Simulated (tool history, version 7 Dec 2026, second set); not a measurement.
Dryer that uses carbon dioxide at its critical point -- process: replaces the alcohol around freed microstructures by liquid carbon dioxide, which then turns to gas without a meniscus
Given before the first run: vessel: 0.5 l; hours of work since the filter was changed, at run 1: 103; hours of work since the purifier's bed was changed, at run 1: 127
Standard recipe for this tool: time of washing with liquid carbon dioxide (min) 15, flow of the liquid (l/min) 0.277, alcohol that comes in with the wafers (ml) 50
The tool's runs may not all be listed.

run,hour,time of washing with liquid carbon dioxide (min),flow of the liquid (l/min),alcohol that comes in with the wafers (ml),hours of work since the filter was changed,hours of work since the purifier's bed was changed,alcohol left in the vessel before it's heated (ppm by volume)
1,0.0,15,0.277,50,103,127,136
2,8.2,15,0.277,50,108,132,136
3,18.6,15,0.277,50,115,139,138
4,27.4,15,0.277,25,121,145,94
5,41.4,15,0.222,50,130,154,437
6,51.3,15,0.222,50,137,161,454
7,62.3,15,0.171,50,144,168,1491
8,72.4,15,0.171,50,151,175,1500
9,84.9,15,0.188,50,159,183,990
10,103.6,15,0.188,50,171,195,1024
11,113.4,15,0.188,50,178,202,1014
12,128.0,15,0.237,50,187,211,343
13,141.0,15,0.237,50,196,220,350
14,156.5,15,0.174,50,206,230,1464
15,171.7,15,0.227,99,216,240,842
16,187.6,10,0.277,31,227,251,754
17,197.3,17,0.277,105,233,257,158
18,211.5,15,0.277,40,242,267,170
19,224.4,9,0.345,94,251,275,1293
20,236.6,16,0.193,26,259,283,422
21,250.2,11,0.300,46,268,292,514
22,265.0,18,0.266,57,278,302,120
23,273.4,21,0.242,98,283,307,140
24,288.3,15,0.341,33,293,317,96
25,298.7,17,0.410,37,300,324,96

The same runs without the tool's hidden state, with the same run-to-run variation:
What the log doesn't record here: flow that reaches the vessel past the clogged filter, %; alcohol in the recycled carbon dioxide, ppm; drift of the gauge itself on alcohol_ppm, %.
run,alcohol left in the vessel before it's heated (ppm by volume)
1,94
2,92
3,92
4,53
5,354
6,365
7,1308
8,1310
9,836
10,852
11,838
12,241
13,243
14,1209
15,632
16,577
17,71
18,80
19,983
20,281
21,344
22,32
23,43
24,13
25,15
